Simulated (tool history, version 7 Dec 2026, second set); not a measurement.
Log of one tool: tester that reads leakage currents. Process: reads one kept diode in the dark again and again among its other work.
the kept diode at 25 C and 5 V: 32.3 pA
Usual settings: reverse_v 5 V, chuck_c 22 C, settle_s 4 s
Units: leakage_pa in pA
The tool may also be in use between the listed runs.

Run 1, day 0: usual settings. Result: leakage_pa 29.17 pA.
Run 2, day 1.146: usual settings. Result: leakage_pa 29.33 pA.
Run 3, day 1.925: usual settings. Result: leakage_pa 29.34 pA.
Run 4, day 3.612: usual settings. Result: leakage_pa 29.52 pA.
Run 5, day 4.4: usual settings but reverse_v 3.86 V. Result: leakage_pa 25.82 pA.
Run 6, day 6.096: usual settings but reverse_v 3.86 V. Result: leakage_pa 25.64 pA.
Run 7, day 6.862: usual settings but reverse_v 3.86 V, chuck_c 37 C. Result: leakage_pa 83.57 pA.
Run 8, day 8.183: usual settings but reverse_v 3.86 V, chuck_c 37 C. Result: leakage_pa 84.08 pA.
Run 9, day 9.638: usual settings but reverse_v 6.47 V, chuck_c 37 C. Result: leakage_pa 109.26 pA.
Run 10, day 11.392: usual settings. Result: leakage_pa 29.72 pA.
Run 11, day 12.892: usual settings. Result: leakage_pa 29.74 pA.
Run 12, day 14.325: usual settings. Result: leakage_pa 29.78 pA.
Run 13, day 15.3: usual settings but reverse_v 15.08 V, settle_s 2.1 s. Result: leakage_pa 54.04 pA.
Run 14, day 16.421: usual settings but reverse_v 15.08 V, settle_s 2.1 s. Result: leakage_pa 54.28 pA.
Run 15, day 17.529: usual settings but reverse_v 16.26 V, chuck_c 35 C, settle_s 9.74 s. Result: leakage_pa 150.58 pA.
Run 16, day 18.779: usual settings but chuck_c 59 C, settle_s 6.05 s. Result: leakage_pa 449.61 pA.
Run 17, day 19.667: usual settings but reverse_v 4.01 V, chuck_c 59 C, settle_s 6.01 s. Result: leakage_pa 401.09 pA.
Run 18, day 21.1: usual settings but reverse_v 19.39 V, chuck_c 25 C, settle_s 6.01 s. Result: leakage_pa 76.56 pA.
Run 19, day 22.25: usual settings but reverse_v 4.87 V, settle_s 8.11 s. Result: leakage_pa 29.39 pA.
Run 20, day 23.742: usual settings but reverse_v 2.35 V, settle_s 0.75 s. Result: leakage_pa 21.22 pA.
Run 21, day 24.983: usual settings but reverse_v 2.35 V, settle_s 0.75 s. Result: leakage_pa 21.17 pA.

Forecast each of these 5 alternatives for the next run:
Run A, day 26.479: usual settings but reverse_v 4.35 V, chuck_c 24 C, settle_s 1.84 s. Result: leakage_pa ?.
Run B, day 26.479: usual settings but reverse_v 2.35 V, chuck_c 24 C, settle_s 0.75 s. Result: leakage_pa ?.
Run C, day 26.479: usual settings but reverse_v 11.16 V, chuck_c 34 C, settle_s 3.63 s. Result: leakage_pa ?.
Run D, day 26.479: usual settings but chuck_c 24 C. Result: leakage_pa ?.
Run E, day 26.479: usual settings but reverse_v 3.92 V, chuck_c 55 C. Result: leakage_pa ?.

run  leakage_pa
  A       33.43
  B       24.63
  C      117.48
  D       35.49
  E      306.88
Without the tool's hidden state the same runs would have given:
run  leakage_pa
  A       28.62
  B       21.16
  C      101.43
  D       30.31
  E      270.18
